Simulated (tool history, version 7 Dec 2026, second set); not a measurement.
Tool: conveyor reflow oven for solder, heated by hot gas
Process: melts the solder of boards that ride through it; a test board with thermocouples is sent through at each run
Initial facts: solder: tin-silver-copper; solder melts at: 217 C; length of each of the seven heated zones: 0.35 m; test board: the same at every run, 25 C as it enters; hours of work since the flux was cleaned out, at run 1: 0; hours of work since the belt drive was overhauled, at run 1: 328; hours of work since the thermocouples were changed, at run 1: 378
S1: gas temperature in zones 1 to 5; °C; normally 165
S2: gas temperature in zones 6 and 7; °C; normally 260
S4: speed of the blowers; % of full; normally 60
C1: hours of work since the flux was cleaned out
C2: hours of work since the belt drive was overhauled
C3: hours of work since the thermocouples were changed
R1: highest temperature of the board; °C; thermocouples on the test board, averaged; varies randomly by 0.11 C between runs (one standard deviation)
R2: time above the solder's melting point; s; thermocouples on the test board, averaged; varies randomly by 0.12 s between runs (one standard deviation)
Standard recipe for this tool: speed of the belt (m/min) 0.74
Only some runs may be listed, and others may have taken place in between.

Run 1, hour 0: usual settings; C1 0; C2 328; C3 378. Result: R1 246 °C, R2 37.6 s.
Run 2, hour 36.7: usual settings but S1 163 °C; C1 20; C2 348; C3 398. Result: R1 245.7 °C, R2 36.9 s.
Run 3, hour 65.4: usual settings but S1 163 °C; C1 36; C2 364; C3 414. Result: R1 245.9 °C, R2 36.7 s.
Run 4, hour 95.5: usual settings; C1 52; C2 381; C3 431. Result: R1 246.2 °C, R2 37.4 s.
Run 5, hour 117.6: usual settings; C1 65; C2 393; C3 443. Result: R1 246 °C, R2 37.6 s.
Run 6, hour 143: usual settings but S4 71 % of full; C1 79; C2 407; C3 457. Result: R1 247.9 °C, R2 39 s.
Run 7, hour 167: usual settings; C1 92; C2 420; C3 470. Result: R1 246 °C, R2 37.5 s.
Run 8, hour 193.8: usual settings; C1 106; C2 435; C3 485. Result: R1 246.2 °C, R2 37.4 s.
Run 9, hour 228.4: usual settings; C1 125; C2 454; C3 504. Result: R1 246.1 °C, R2 37.3 s.
Run 10, hour 253.7: usual settings; C1 139; C2 468; C3 517. Result: R1 246.1 °C, R2 37.4 s.
Run 11, hour 287: usual settings; C1 158; C2 486; C3 536. Result: R1 246.1 °C, R2 37.3 s.
Run 12, hour 305.1: usual settings; C1 168; C2 496; C3 546. Result: R1 246 °C, R2 37.2 s.
Run 13, hour 322.2: usual settings; C1 177; C2 505; C3 555. Result: R1 246.2 °C, R2 37.3 s.
Run 14, hour 341.8: usual settings; C1 188; C2 516; C3 566. Result: R1 246 °C, R2 37.4 s.
Run 15, hour 370.7: usual settings; C1 204; C2 532; C3 582. Result: R1 245.9 °C, R2 37.4 s.
Run 16, hour 385.9: usual settings but S1 179 °C, S4 61 % of full; C1 212; C2 540; C3 590. Result: R1 248.5 °C, R2 42.6 s.
Run 17, hour 422.5: usual settings but S1 174 °C, S4 61 % of full; C1 232; C2 560; C3 610. Result: R1 247.6 °C, R2 40.9 s.
Run 18, hour 452.7: usual settings but S1 176 °C, speed of the belt (m/min) 0.776, S4 61 % of full; C1 249; C2 577; C3 627. Result: R1 246.7 °C, R2 38.4 s.
Run 19, hour 473.2: usual settings but S1 174 °C; C1 260; C2 588; C3 638. Result: R1 247.4 °C, R2 40.6 s.
Run 20, hour 502.2: usual settings but S1 178 °C, S2 249 °C, speed of the belt (m/min) 0.842, S4 88 % of full; C1 276; C2 604; C3 654. Result: R1 238.9 °C, R2 31.9 s.
Run 21, hour 522.9: usual settings but S1 179 °C, S2 255 °C, speed of the belt (m/min) 0.824, S4 58 % of full; C1 287; C2 615; C3 665. Result: R1 240.6 °C, R2 32.8 s.
Run 22, hour 547.6: usual settings but S2 270 °C, S4 69 % of full; C1 301; C2 629; C3 679. Result: R1 257.1 °C, R2 43.3 s.
Run 23, hour 572.5: usual settings but S1 178 °C, S2 259 °C, S4 72 % of full; C1 314; C2 643; C3 693. Result: R1 248.9 °C, R2 43.3 s.
Run 24, hour 587.7: usual settings but S1 178 °C, S2 259 °C, S4 72 % of full; C1 323; C2 651; C3 701. Result: R1 249 °C, R2 43.3 s.
Run 25, hour 605.9: usual settings but speed of the belt (m/min) 0.596, S4 58 % of full; C1 333; C2 661; C3 711. Result: R1 251.4 °C, R2 52 s.
Run 26, hour 641.9: usual settings but S1 158 °C, S2 270 °C, speed of the belt (m/min) 0.623, S4 58 % of full; C1 353; C2 681; C3 731. Result: R1 259 °C, R2 51.7 s.
At hour 671.2: flux residue cleaned out of gas plates and filters.
Run 27, hour 671.2: usual settings but S1 158 °C, S2 270 °C, speed of the belt (m/min) 0.623, S4 58 % of full; C1 0; C2 694; C3 744. Result: R1 259 °C, R2 51.7 s.
At hour 679.2: thermocouples of zones 6 and 7 changed.
Run 28, hour 708.7: usual settings but S1 158 °C; C1 20; C2 714; C3 16. Result: R1 245 °C, R2 35.3 s.
Run 29, hour 735.2: usual settings but S1 158 °C; C1 34; C2 728; C3 31. Result: R1 244.9 °C, R2 35.2 s.
Run 30, hour 753.6: usual settings but S1 158 °C; C1 44; C2 738; C3 41. Result: R1 244.9 °C, R2 35 s.

Each row is a separate what-if for the run after 30, all from the same tool condition, not one after another. Results?
Run A, hour 768.5: usual settings; C1 52; C2 747; C3 49. Result: R1 ?, R2 ?.
Run B, hour 768.5: usual settings but S2 249 °C; C1 52; C2 747; C3 49. Result: R1 ?, R2 ?.
Run C, hour 768.5: usual settings but S1 172 °C, S2 255 °C, speed of the belt (m/min) 0.617; C1 52; C2 747; C3 49. Result: R1 ?, R2 ?.
Run D, hour 768.5: usual settings but S1 168 °C; C1 52; C2 747; C3 49. Result: R1 ?, R2 ?.
Run E, hour 768.5: usual settings but S1 158 °C, S2 273 °C, speed of the belt (m/min) 0.705; C1 52; C2 747; C3 49. Result: R1 ?, R2 ?.

run     R1    R2
  A  246.1  37.4
  B  236.4  30.4
  C    247  49.3
  D  246.5  38.5
  E  258.5  44.9
The same runs, with their run-to-run variation unchanged, on a tool lacking any hidden condition would have given:
run     R1    R2
  A  246.1  37.4
  B  236.3  30.4
  C    247  49.3
  D  246.5  38.5
  E  258.5  44.8
